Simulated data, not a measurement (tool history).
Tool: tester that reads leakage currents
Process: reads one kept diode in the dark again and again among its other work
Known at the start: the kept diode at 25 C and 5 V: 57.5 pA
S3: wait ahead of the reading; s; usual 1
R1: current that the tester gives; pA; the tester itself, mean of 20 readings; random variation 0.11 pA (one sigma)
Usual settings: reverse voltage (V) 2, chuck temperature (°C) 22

Run 1, day 0: usual settings. Result: R1 32.66 pA.
Run 2, day 1.812: usual settings. Result: R1 32.32 pA.
Run 3, day 5.442: usual settings but S3 1.16 s. Result: R1 32.47 pA.
Run 4, day 8.546: usual settings but S3 1.16 s. Result: R1 32.68 pA.
Run 5, day 11.371: usual settings. Result: R1 32.85 pA.
Run 6, day 14.9: usual settings but reverse voltage (V) 2.11. Result: R1 33.57 pA.
Run 7, day 16.388: usual settings but reverse voltage (V) 2.11. Result: R1 33.92 pA.
Run 8, day 18.975: usual settings but S3 8.52 s. Result: R1 32.64 pA.
Run 9, day 21.979: usual settings. Result: R1 33.18 pA.
Run 10, day 25.05: usual settings. Result: R1 33.32 pA.
Run 11, day 27.996: usual settings. Result: R1 33.25 pA.
Run 12, day 29.604: usual settings. Result: R1 33.54 pA.
Run 13, day 32.312: usual settings. Result: R1 33.83 pA.
Run 14, day 35.829: usual settings but reverse voltage (V) 10.11. Result: R1 71.15 pA.
At day 36.158: chuck's temperature calibrated.
Run 15, day 37.754: usual settings but reverse voltage (V) 10.11. Result: R1 72.9 pA.
Run 16, day 40.071: usual settings but S3 3.21 s. Result: R1 34.16 pA.
Run 17, day 42.792: usual settings but S3 0.59 s. Result: R1 34.92 pA.
At day 45.179: chuck's temperature calibrated, once more.
Run 18, day 45.25: usual settings but S3 0.59 s. Result: R1 33.18 pA.
Run 19, day 46.808: usual settings but S3 0.59 s. Result: R1 33.39 pA.
Run 20, day 49.254: usual settings but S3 0.59 s. Result: R1 33.17 pA.
Run 21, day 52.383: usual settings but chuck temperature (°C) 23. Result: R1 35.64 pA.
Run 22, day 55.212: usual settings but chuck temperature (°C) 20. Result: R1 28.34 pA.
Run 23, day 58.433: usual settings but reverse voltage (V) 10.75, chuck temperature (°C) 26, S3 0.64 s. Result: R1 98.9 pA.
Run 24, day 61.575: usual settings but reverse voltage (V) 10.75, chuck temperature (°C) 26, S3 0.64 s. Result: R1 98.91 pA.
Run 25, day 63.638: usual settings but reverse voltage (V) 10.75, chuck temperature (°C) 26, S3 0.64 s. Result: R1 99.27 pA.
Run 26, day 65.896: usual settings but reverse voltage (V) 4.86, S3 6.88 s. Result: R1 49.28 pA.
Run 27, day 68.696: usual settings but reverse voltage (V) 2.08, S3 0.59 s. Result: R1 34.51 pA.
Run 28, day 70.367: usual settings but S3 4.05 s. Result: R1 33.49 pA.
Run 29, day 74.025: usual settings but S3 2.06 s. Result: R1 33.67 pA.
Run 30, day 75.904: usual settings but reverse voltage (V) 16.82, chuck temperature (°C) 52, S3 1.05 s. Result: R1 746.88 pA.
Run 31, day 77.379: usual settings but reverse voltage (V) 2.75, chuck temperature (°C) 47, S3 6.3 s. Result: R1 245.83 pA.
Run 32, day 81.033: usual settings but reverse voltage (V) 1.58, chuck temperature (°C) 41, S3 4.55 s. Result: R1 128.88 pA.
Run 33, day 83.962: usual settings but reverse voltage (V) 17.34, chuck temperature (°C) 41, S3 4.55 s. Result: R1 360.3 pA.
Run 34, day 86.562: usual settings but reverse voltage (V) 17.34, chuck temperature (°C) 41, S3 4.58 s. Result: R1 358.43 pA.
Run 35, day 88.921: usual settings but S3 0.61 s. Result: R1 34.77 pA.
Run 36, day 92.183: usual settings but reverse voltage (V) 1.76, chuck temperature (°C) 37, S3 1.34 s. Result: R1 101.25 pA.
Run 37, day 95.342: usual settings but reverse voltage (V) 1.68, S3 1.15 s. Result: R1 32.09 pA.
Run 38, day 98.154: usual settings but reverse voltage (V) 2.62, chuck temperature (°C) 26, S3 2.27 s. Result: R1 53.04 pA.
Run 39, day 101.8: usual settings but reverse voltage (V) 2.62, chuck temperature (°C) 26, S3 2.27 s. Result: R1 52.75 pA.

The same runs without the tool's hidden state, with the same run-to-run variation:
The hidden state here: stray current of the dirty probe card, pA a volt; current scale over the true one, %; true chuck temperature over the reading, C; drift of the gauge itself on leakage_pa, %.
run      R1
  1   31.55
  2   31.16
  3   31.18
  4   31.27
  5   31.34
  6   31.87
  7   32.15
  8   30.85
  9   31.27
 10    31.3
 11   31.13
 12   31.34
 13   31.52
 14   62.92
 15   63.09
 16   30.89
 17   31.55
 18    31.7
 19   31.85
 20   31.55
 21   33.88
 22   26.59
 23   90.11
 24   89.78
 25   89.85
 26   44.71
 27   32.11
 28   31.07
 29   31.12
 30  712.41
 31  235.87
 32     123
 33  333.68
 34  331.07
 35   31.65
 36    95.2
 37   29.11
 38   48.11
 39   47.66
